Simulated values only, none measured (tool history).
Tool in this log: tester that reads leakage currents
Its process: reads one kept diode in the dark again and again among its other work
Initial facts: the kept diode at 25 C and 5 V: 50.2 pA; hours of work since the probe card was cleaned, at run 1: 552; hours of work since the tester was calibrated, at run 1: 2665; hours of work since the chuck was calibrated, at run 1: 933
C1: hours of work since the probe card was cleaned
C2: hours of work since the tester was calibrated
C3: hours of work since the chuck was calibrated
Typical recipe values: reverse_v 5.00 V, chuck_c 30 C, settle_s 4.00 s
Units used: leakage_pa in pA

run 1 hour=0.0 | reverse_v=5.00 chuck_c=30 settle_s=4.00 | C1=552 C2=2665 C3=933 | leakage_pa=88.81
run 2 hour=125.4 | reverse_v=7.57 chuck_c=30 settle_s=4.00 | C1=609 C2=2722 C3=991 | leakage_pa=105.53
run 3 hour=220.1 | reverse_v=7.57 chuck_c=30 settle_s=4.00 | C1=653 C2=2766 C3=1034 | leakage_pa=106.21
run 4 hour=300.4 | reverse_v=5.00 chuck_c=47 settle_s=4.00 | C1=690 C2=2803 C3=1071 | leakage_pa=316.40
run 5 hour=441.0 | reverse_v=5.00 chuck_c=47 settle_s=4.00 | C1=755 C2=2868 C3=1136 | leakage_pa=319.51
run 6 hour=524.3 | reverse_v=5.00 chuck_c=30 settle_s=4.00 | C1=793 C2=2906 C3=1175 | leakage_pa=92.63
-- hour=643.6 chuck's temperature calibrated
run 7 hour=668.9 | reverse_v=5.00 chuck_c=30 settle_s=0.72 | C1=859 C2=2972 C3=12 | leakage_pa=101.74
run 8 hour=738.4 | reverse_v=5.00 chuck_c=30 settle_s=0.72 | C1=891 C2=3004 C3=44 | leakage_pa=102.19
run 9 hour=868.5 | reverse_v=5.00 chuck_c=30 settle_s=0.72 | C1=951 C2=3064 C3=104 | leakage_pa=103.77
-- hour=920.0 chuck's temperature calibrated, once more
run 10 hour=1004.8 | reverse_v=1.52 chuck_c=36 settle_s=0.72 | C1=1013 C2=3126 C3=39 | leakage_pa=80.77
run 11 hour=1148.3 | reverse_v=5.00 chuck_c=38 settle_s=0.64 | C1=1079 C2=3192 C3=105 | leakage_pa=149.66
run 12 hour=1291.1 | reverse_v=5.00 chuck_c=38 settle_s=0.64 | C1=1145 C2=3258 C3=171 | leakage_pa=152.05

Run 13 has not been measured yet. What should we expect?
run 13 hour=1377.8 | reverse_v=2.13 chuck_c=28 settle_s=4.00 | C1=1185 C2=3298 C3=211 | leakage_pa=?

leakage_pa: 50.98 pA
Minus the tool's unlogged condition, the same run would have read leakage_pa 46.61 pA.

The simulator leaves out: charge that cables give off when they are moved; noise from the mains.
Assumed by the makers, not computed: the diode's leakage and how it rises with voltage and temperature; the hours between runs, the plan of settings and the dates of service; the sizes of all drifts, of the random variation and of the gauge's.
